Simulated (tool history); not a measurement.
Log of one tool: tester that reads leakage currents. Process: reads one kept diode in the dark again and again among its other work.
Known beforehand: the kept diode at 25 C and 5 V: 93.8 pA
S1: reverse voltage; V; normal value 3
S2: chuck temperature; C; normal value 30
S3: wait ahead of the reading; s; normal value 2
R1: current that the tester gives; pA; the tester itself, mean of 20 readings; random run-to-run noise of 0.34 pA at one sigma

Run 1, day 0: usual settings. Result: R1 111.42 pA.
Run 2, day 9.696: usual settings. Result: R1 109.05 pA.
Run 3, day 19.429: usual settings. Result: R1 106.47 pA.
Run 4, day 28.1: usual settings. Result: R1 104.6 pA.
At day 33.242: chuck's temperature calibrated.
Run 5, day 37.421: usual settings. Result: R1 114.63 pA.
Run 6, day 43.688: usual settings. Result: R1 113.02 pA.
Run 7, day 53.692: usual settings. Result: R1 110.6 pA.
Run 8, day 63.662: usual settings. Result: R1 109 pA.
Run 9, day 72.696: usual settings. Result: R1 106.65 pA.
At day 80.379: chuck's temperature calibrated.
Run 10, day 83.346: usual settings. Result: R1 117.11 pA.
Run 11, day 91.4: usual settings. Result: R1 115.29 pA.
Run 12, day 100.088: usual settings but S2 57 C. Result: R1 619.69 pA.
Run 13, day 106.2: usual settings but S2 57 C. Result: R1 612.9 pA.
Run 14, day 113.233: usual settings but S1 9.87 V, S2 48 C, S3 8.76 s. Result: R1 558.18 pA.
At day 114.429: tester calibrated.
Run 15, day 120.017: usual settings but S2 54 C, S3 3.46 s. Result: R1 494.2 pA.
At day 128.083: chuck's temperature calibrated.
Run 16, day 130.342: usual settings but S1 6.43 V, S2 26 C. Result: R1 125.75 pA.
At day 142.029: probe card cleaned and baked.
Run 17, day 142.029: usual settings but S1 6.43 V, S2 26 C. Result: R1 104.51 pA.
At day 153.279: tester calibrated, once more.
Run 18, day 153.279: usual settings but S1 6.43 V, S2 26 C. Result: R1 104.11 pA.
Run 19, day 163.933: usual settings but S1 6.43 V, S2 26 C. Result: R1 102.87 pA.
Run 20, day 174.488: usual settings but S1 15.33 V, S3 9.13 s. Result: R1 188.03 pA.
At day 175.554: chuck's temperature calibrated.
Run 21, day 182.642: usual settings but S1 15.33 V, S3 9.13 s. Result: R1 206.47 pA.
Run 22, day 189.179: usual settings but S1 11.71 V, S2 45 C, S3 0.67 s. Result: R1 496.34 pA.
Run 23, day 199.779: usual settings but S1 11.71 V, S2 45 C, S3 0.52 s. Result: R1 486.47 pA.
Run 24, day 207.467: usual settings but S1 1.27 V, S2 28 C, S3 0.52 s. Result: R1 64.71 pA.
Run 25, day 216.917: usual settings but S2 40 C, S3 0.85 s. Result: R1 200.44 pA.
At day 223.325: chuck's temperature calibrated.
Run 26, day 227.558: usual settings but S1 4.55 V. Result: R1 132.22 pA.

Below are 4 alternative next runs, each starting from the tool's condition after run 26. Predict each:
Run A, day 239.396: usual settings but S1 17.78 V, S2 41 C, S3 0.62 s. Result: R1 ?.
Run B, day 239.396: usual settings but S1 1.4 V, S3 1.26 s. Result: R1 ?.
Run C, day 239.396: usual settings but S2 42 C, S3 5.46 s. Result: R1 ?.
Run D, day 239.396: usual settings but S1 11.91 V, S2 45 C, S3 3.08 s. Result: R1 ?.

run      R1
  A  464.61
  B   82.05
  C  244.96
  D  504.84
What these runs would have given with no unlogged condition in the tool:
run      R1
  A  462.53
  B   83.93
  C  251.34
  D  510.97

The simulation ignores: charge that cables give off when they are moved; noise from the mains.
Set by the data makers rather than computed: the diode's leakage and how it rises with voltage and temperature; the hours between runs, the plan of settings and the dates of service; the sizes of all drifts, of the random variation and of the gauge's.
